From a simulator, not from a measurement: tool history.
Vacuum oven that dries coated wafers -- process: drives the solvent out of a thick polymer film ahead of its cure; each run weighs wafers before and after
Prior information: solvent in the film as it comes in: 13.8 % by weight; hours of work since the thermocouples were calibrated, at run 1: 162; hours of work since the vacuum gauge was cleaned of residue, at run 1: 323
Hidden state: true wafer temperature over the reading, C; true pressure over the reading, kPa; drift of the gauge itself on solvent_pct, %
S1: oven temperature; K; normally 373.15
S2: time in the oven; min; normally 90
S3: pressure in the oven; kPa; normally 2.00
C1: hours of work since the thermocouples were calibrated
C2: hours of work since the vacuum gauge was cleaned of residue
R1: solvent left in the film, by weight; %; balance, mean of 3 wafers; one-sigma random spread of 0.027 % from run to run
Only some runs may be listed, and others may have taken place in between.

run,hour,S1,S2,S3,C1,C2,R1
1,0.0,373.15,90,2.00,162,323,1.99
2,14.9,373.15,90,2.00,172,332,1.97
3,22.5,373.15,90,2.00,176,337,2.01
4,29.5,373.15,90,2.00,180,341,2.00
5,44.3,373.15,90,2.00,190,350,1.98
6,58.8,373.15,90,2.00,198,359,2.03
7,69.2,373.15,49,2.00,205,365,3.89
8,83.8,373.15,49,2.00,214,374,3.99
9,98.2,363.15,59,1.43,223,383,5.66
# hour 101.6: oven's thermocouples calibrated
10,107.9,370.15,132,3.35,4,388,2.50

Run 11 has not been measured yet. What should we expect?
11,122.9,370.15,132,3.35,13,397,?

{"run 11": {"R1": 2.47}}
Take away the tool's hidden state, keep the run-to-run variation as it was, and the same run would have given R1 2.24 %.
